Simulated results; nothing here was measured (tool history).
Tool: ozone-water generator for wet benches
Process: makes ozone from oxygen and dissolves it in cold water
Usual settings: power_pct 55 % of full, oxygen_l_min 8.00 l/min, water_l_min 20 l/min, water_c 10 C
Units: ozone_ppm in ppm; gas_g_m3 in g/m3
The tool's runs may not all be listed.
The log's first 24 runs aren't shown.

| run | hour | power_pct | oxygen_l_min | water_l_min | water_c | hours of work since the electrodes were changed | hours of work since the contactor was cleaned | hours of work since the thermometer was calibrated | ozone_ppm | gas_g_m3 |
|---|---|---|---|---|---|---|---|---|---|---|
| 25 | 918.4 | 84 | 4.38 | 12 | 6 | 1893 | 2236 | 2908 | 55.7 | 294.4 |
| 26 | 954.6 | 46 | 8.00 | 20 | 12 | 1921 | 2265 | 2937 | 20.8 | 125.5 |
| 27 | 1000.4 | 46 | 8.00 | 20 | 12 | 1957 | 2301 | 2973 | 20.8 | 124.8 |
| 28 | 1046.0 | 41 | 8.00 | 20 | 10 | 1993 | 2337 | 3008 | 19.3 | 113.8 |
| 29 | 1068.0 | 50 | 6.00 | 19 | 15 | 2010 | 2354 | 3025 | 22.0 | 157.2 |
| 30 | 1119.3 | 65 | 5.06 | 20 | 7 | 2050 | 2394 | 3066 | 29.5 | 216.5 |
| 31 | 1166.3 | 65 | 5.06 | 20 | 7 | 2087 | 2431 | 3103 | 29.2 | 217.9 |
| 32 | 1213.2 | 65 | 5.06 | 20 | 7 | 2124 | 2468 | 3139 | 29.4 | 217.8 |

Forecast each of these 3 alternatives for the next run:
| A | 1260.4 | 71 | 8.00 | 20 | 10 | 2161 | 2505 | 3176 | ? | ? |
| B | 1260.4 | 65 | 5.06 | 17 | 7 | 2161 | 2505 | 3176 | ? | ? |
| C | 1260.4 | 65 | 8.54 | 20 | 8 | 2161 | 2505 | 3176 | ? | ? |

| run | ozone_ppm | gas_g_m3 |
|---|---|---|
| A | 31.2 | 186.2 |
| B | 33.4 | 215.2 |
| C | 30.2 | 165.8 |
Without the tool's hidden state the same runs would have given:
| run | ozone_ppm | gas_g_m3 |
|---|---|---|
| A | 31.3 | 186.5 |
| B | 33.4 | 215.4 |
| C | 30.3 | 166.0 |
